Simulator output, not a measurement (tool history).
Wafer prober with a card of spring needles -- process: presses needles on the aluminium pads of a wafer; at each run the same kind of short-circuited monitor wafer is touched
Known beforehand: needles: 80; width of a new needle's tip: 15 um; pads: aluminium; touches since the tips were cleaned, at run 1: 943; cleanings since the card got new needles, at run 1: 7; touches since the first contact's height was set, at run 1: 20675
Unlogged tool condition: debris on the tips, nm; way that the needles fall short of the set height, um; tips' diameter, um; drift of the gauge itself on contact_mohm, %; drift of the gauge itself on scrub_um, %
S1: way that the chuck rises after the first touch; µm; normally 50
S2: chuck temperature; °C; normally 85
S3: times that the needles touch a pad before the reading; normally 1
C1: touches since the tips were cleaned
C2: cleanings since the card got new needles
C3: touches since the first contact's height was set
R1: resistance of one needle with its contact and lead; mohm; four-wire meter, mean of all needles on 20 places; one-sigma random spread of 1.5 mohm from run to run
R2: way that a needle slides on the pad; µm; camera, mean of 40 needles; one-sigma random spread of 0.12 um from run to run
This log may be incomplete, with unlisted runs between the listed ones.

run	hour	S1	S2	S3	C1	C2	C3	R1	R2
1	0	50	85	1	943	7	20675	148	8.27
# hour 4.2: tips cleaned on abrasive film
# hour 9.7: tips cleaned on abrasive film
# hour 16.6: tips cleaned on abrasive film
# hour 22.2: tips cleaned on abrasive film
2	25.7	50	85	1	1502	11	31493	152	8.31
# hour 28.5: tips cleaned on abrasive film
# hour 35.4: tips cleaned on abrasive film
# hour 42.3: tips cleaned on abrasive film
# hour 49.2: tips cleaned on abrasive film
# hour 56.1: tips cleaned on abrasive film
3	61.4	50	69	1	2299	16	46602	162	8.34
# hour 62.9: tips cleaned on abrasive film
# hour 69.8: tips cleaned on abrasive film
# hour 76.7: tips cleaned on abrasive film
# hour 83.6: tips cleaned on abrasive film
# hour 89.5: tips cleaned on abrasive film
4	89.5	50	69	1	0	21	58394	134	8.17
# hour 96.4: tips cleaned on abrasive film
# hour 103.3: tips cleaned on abrasive film
# hour 108.8: tips cleaned on abrasive film
5	113.4	50	85	1	1952	24	68498	160	8.02
# hour 114.8: tips cleaned on abrasive film
# hour 120.4: tips cleaned on abrasive film
# hour 127.3: tips cleaned on abrasive film
# hour 134.2: tips cleaned on abrasive film
# hour 141: tips cleaned on abrasive film
# hour 147.8: tips cleaned on abrasive film
6	147.8	50	85	1	0	30	82997	138	8.25
# hour 154.7: tips cleaned on abrasive film
# hour 161.6: tips cleaned on abrasive film
# hour 168.5: tips cleaned on abrasive film
# hour 174: tips cleaned on abrasive film
# hour 180.7: tips cleaned on abrasive film
7	180.7	34	45	1	0	35	96860	141	5.21
# hour 182.3: height of the first contact set anew
# hour 187.9: tips cleaned on abrasive film
# hour 194.8: tips cleaned on abrasive film
# hour 201.7: tips cleaned on abrasive film
8	205.2	34	57	2	1515	38	9667	167	4.99
# hour 208: tips cleaned on abrasive film
# hour 214.9: tips cleaned on abrasive film
# hour 221.8: tips cleaned on abrasive film
# hour 228.7: tips cleaned on abrasive film
# hour 235.6: tips cleaned on abrasive film
# hour 242.4: tips cleaned on abrasive film
9	242.4	35	41	2	0	44	25345	140	4.95
# hour 249.3: tips cleaned on abrasive film
# hour 256.2: tips cleaned on abrasive film
# hour 263.1: tips cleaned on abrasive film
10	267.1	44	85	2	1702	47	35780	160	6.53
# hour 268.7: height of the first contact set anew, once more
# hour 270.2: tips cleaned on abrasive film
# hour 275.7: tips cleaned on abrasive film
# hour 282.6: tips cleaned on abrasive film
# hour 289.5: tips cleaned on abrasive film
# hour 296.4: tips cleaned on abrasive film
11	296.8	44	88	1	165	52	11810	141	7.33

Across each entry between runs, compare the hidden state at the last listed run before it with the hidden state at the first listed run after it:
Runs 1 to 2: tips cleaned on abrasive film (hour 4.2); tips cleaned on abrasive film (hour 9.7); tips cleaned on abrasive film (hour 16.6); tips cleaned on abrasive film (hour 22.2)
  debris on the tips, nm: 42.2 -> 54.9; way that the needles fall short of the set height, um: 0.66 -> 0.99; tips' diameter, um: 15.23 -> 15.35
  difference, measured minus the result without the unlogged condition, R1: +16 -> +21 mohm; R2: -0.12 -> -0.17 µm
Runs 2 to 3: tips cleaned on abrasive film (hour 28.5); tips cleaned on abrasive film (hour 35.4); tips cleaned on abrasive film (hour 42.3); tips cleaned on abrasive film (hour 49.2); tips cleaned on abrasive film (hour 56.1)
  debris on the tips, nm: 54.9 -> 76.5; way that the needles fall short of the set height, um: 0.99 -> 1.42; tips' diameter, um: 15.35 -> 15.5
  difference, measured minus the result without the unlogged condition, R1: +21 -> +32 mohm; R2: -0.17 -> -0.24 µm
Runs 3 to 4: tips cleaned on abrasive film (hour 62.9); tips cleaned on abrasive film (hour 69.8); tips cleaned on abrasive film (hour 76.7); tips cleaned on abrasive film (hour 83.6); tips cleaned on abrasive film (hour 89.5)
  debris on the tips, nm: 76.5 -> 4.3; way that the needles fall short of the set height, um: 1.42 -> 1.86; tips' diameter, um: 15.5 -> 15.65
  difference, measured minus the result without the unlogged condition, R1: +32 -> +3 mohm; R2: -0.24 -> -0.32 µm
Runs 4 to 5: tips cleaned on abrasive film (hour 96.4); tips cleaned on abrasive film (hour 103.3); tips cleaned on abrasive film (hour 108.8)
  debris on the tips, nm: 4.3 -> 61.3; way that the needles fall short of the set height, um: 1.86 -> 2.19; tips' diameter, um: 15.65 -> 15.77
  difference, measured minus the result without the unlogged condition, R1: +3 -> +26 mohm; R2: -0.32 -> -0.37 µm
Runs 5 to 6: tips cleaned on abrasive film (hour 114.8); tips cleaned on abrasive film (hour 120.4); tips cleaned on abrasive film (hour 127.3); tips cleaned on abrasive film (hour 134.2); tips cleaned on abrasive film (hour 141); tips cleaned on abrasive film (hour 147.8)
  debris on the tips, nm: 61.3 -> 3.8; way that the needles fall short of the set height, um: 2.19 -> 2.8; tips' diameter, um: 15.77 -> 15.98
  difference, measured minus the result without the unlogged condition, R1: +26 -> +3 mohm; R2: -0.37 -> -0.48 µm
Runs 6 to 7: tips cleaned on abrasive film (hour 154.7); tips cleaned on abrasive film (hour 161.6); tips cleaned on abrasive film (hour 168.5); tips cleaned on abrasive film (hour 174); tips cleaned on abrasive film (hour 180.7)
  debris on the tips, nm: 3.8 -> 7.9; way that the needles fall short of the set height, um: 2.8 -> 3.27; tips' diameter, um: 15.98 -> 16.14
  difference, measured minus the result without the unlogged condition, R1: +3 -> +11 mohm; R2: -0.48 -> -0.56 µm
Runs 7 to 8: height of the first contact set anew (hour 182.3); tips cleaned on abrasive film (hour 187.9); tips cleaned on abrasive film (hour 194.8); tips cleaned on abrasive film (hour 201.7)
  debris on the tips, nm: 7.9 -> 50.2; way that the needles fall short of the set height, um: 3.27 -> 4.7; tips' diameter, um: 16.14 -> 16.22
  difference, measured minus the result without the unlogged condition, R1: +11 -> +35 mohm; R2: -0.56 -> -0.81 µm
Runs 8 to 9: tips cleaned on abrasive film (hour 208); tips cleaned on abrasive film (hour 214.9); tips cleaned on abrasive film (hour 221.8); tips cleaned on abrasive film (hour 228.7); tips cleaned on abrasive film (hour 235.6); tips cleaned on abrasive film (hour 242.4)
  debris on the tips, nm: 50.2 -> 3.4; way that the needles fall short of the set height, um: 4.7 -> 5.21; tips' diameter, um: 16.22 -> 16.4
  difference, measured minus the result without the unlogged condition, R1: +35 -> +6 mohm; R2: -0.81 -> -0.89 µm
Runs 9 to 10: tips cleaned on abrasive film (hour 249.3); tips cleaned on abrasive film (hour 256.2); tips cleaned on abrasive film (hour 263.1)
  debris on the tips, nm: 3.4 -> 61.6; way that the needles fall short of the set height, um: 5.21 -> 5.53; tips' diameter, um: 16.4 -> 16.51
  difference, measured minus the result without the unlogged condition, R1: +6 -> +27 mohm; R2: -0.89 -> -0.94 µm
Runs 10 to 11: height of the first contact set anew, once more (hour 268.7); tips cleaned on abrasive film (hour 270.2); tips cleaned on abrasive film (hour 275.7); tips cleaned on abrasive film (hour 282.6); tips cleaned on abrasive film (hour 289.5); tips cleaned on abrasive film (hour 296.4)
  debris on the tips, nm: 61.6 -> 14.5; way that the needles fall short of the set height, um: 5.53 -> 0.46; tips' diameter, um: 16.51 -> 16.67
  difference, measured minus the result without the unlogged condition, R1: +27 -> +9 mohm; R2: -0.94 -> -0.08 µm

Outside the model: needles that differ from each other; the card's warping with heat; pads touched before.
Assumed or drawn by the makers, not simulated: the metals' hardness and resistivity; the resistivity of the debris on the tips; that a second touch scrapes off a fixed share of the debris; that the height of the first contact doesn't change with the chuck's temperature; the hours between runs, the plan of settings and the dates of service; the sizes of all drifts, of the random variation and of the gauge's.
